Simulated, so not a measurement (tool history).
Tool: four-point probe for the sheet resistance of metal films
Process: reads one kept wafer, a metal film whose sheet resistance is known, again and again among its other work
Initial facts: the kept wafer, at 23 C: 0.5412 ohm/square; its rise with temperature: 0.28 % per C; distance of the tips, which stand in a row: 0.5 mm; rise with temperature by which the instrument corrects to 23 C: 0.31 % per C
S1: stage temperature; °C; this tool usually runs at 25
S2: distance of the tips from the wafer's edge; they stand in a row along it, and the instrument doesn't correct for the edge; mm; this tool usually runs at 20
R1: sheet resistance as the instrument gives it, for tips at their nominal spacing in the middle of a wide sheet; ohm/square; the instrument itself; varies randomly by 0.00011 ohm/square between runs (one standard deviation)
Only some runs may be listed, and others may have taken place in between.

run 1 hour=0.0 | S1=25 S2=20 | R1=0.540958
run 2 hour=88.4 | S1=25 S2=20 | R1=0.541203
run 3 hour=164.5 | S1=25 S2=14 | R1=0.541064
run 4 hour=230.7 | S1=25 S2=20 | R1=0.540984
run 5 hour=272.9 | S1=26 S2=20 | R1=0.540897
run 6 hour=344.6 | S1=26 S2=20 | R1=0.540904
run 7 hour=430.5 | S1=26 S2=20 | R1=0.540947
run 8 hour=484.3 | S1=26 S2=20 | R1=0.540747
run 9 hour=553.4 | S1=26 S2=20 | R1=0.540977
run 10 hour=592.2 | S1=26 S2=20 | R1=0.540679
run 11 hour=646.4 | S1=26 S2=20 | R1=0.540828
run 12 hour=714.6 | S1=20 S2=20 | R1=0.542103
run 13 hour=756.5 | S1=25 S2=20 | R1=0.541067
run 14 hour=823.4 | S1=23 S2=20 | R1=0.541336
run 15 hour=886.9 | S1=23 S2=20 | R1=0.541421
run 16 hour=956.2 | S1=23 S2=20 | R1=0.541268
run 17 hour=1002.3 | S1=23 S2=20 | R1=0.541626
run 18 hour=1062.4 | S1=23 S2=20 | R1=0.541339
run 19 hour=1128.1 | S1=23 S2=20 | R1=0.541392
run 20 hour=1186.3 | S1=23 S2=20 | R1=0.541216
run 21 hour=1227.3 | S1=22 S2=10 | R1=0.542258
run 22 hour=1289.9 | S1=20 S2=13 | R1=0.542416
run 23 hour=1327.8 | S1=22 S2=60 | R1=0.541309
run 24 hour=1395.2 | S1=29 S2=15 | R1=0.540318
run 25 hour=1443.1 | S1=18 S2=13 | R1=0.542277
run 26 hour=1481.3 | S1=29 S2=57 | R1=0.540177
run 27 hour=1540.7 | S1=29 S2=57 | R1=0.540039
run 28 hour=1604.2 | S1=22 S2=6 | R1=0.543535
run 29 hour=1672.0 | S1=28 S2=20 | R1=0.540386
run 30 hour=1742.7 | S1=25 S2=35 | R1=0.540858
run 31 hour=1810.5 | S1=22 S2=6 | R1=0.543466
run 32 hour=1853.8 | S1=22 S2=31 | R1=0.541435
run 33 hour=1893.8 | S1=22 S2=31 | R1=0.541663
run 34 hour=1968.4 | S1=22 S2=31 | R1=0.541475
run 35 hour=2035.9 | S1=24 S2=7 | R1=0.542417
run 36 hour=2090.2 | S1=24 S2=47 | R1=0.540962
run 37 hour=2139.3 | S1=24 S2=9 | R1=0.541968

Between the runs listed above, the log contained 1 entry, not reproduced here. Where in the sequence does each belong, and how does what the log doesn't record of the tool's condition differ from the listed run before to the listed run after?
Runs 20 to 21: stage's thermometer calibrated (hour 1215.8)
  wafer's true temperature over the reading, C: -0.01 -> 0

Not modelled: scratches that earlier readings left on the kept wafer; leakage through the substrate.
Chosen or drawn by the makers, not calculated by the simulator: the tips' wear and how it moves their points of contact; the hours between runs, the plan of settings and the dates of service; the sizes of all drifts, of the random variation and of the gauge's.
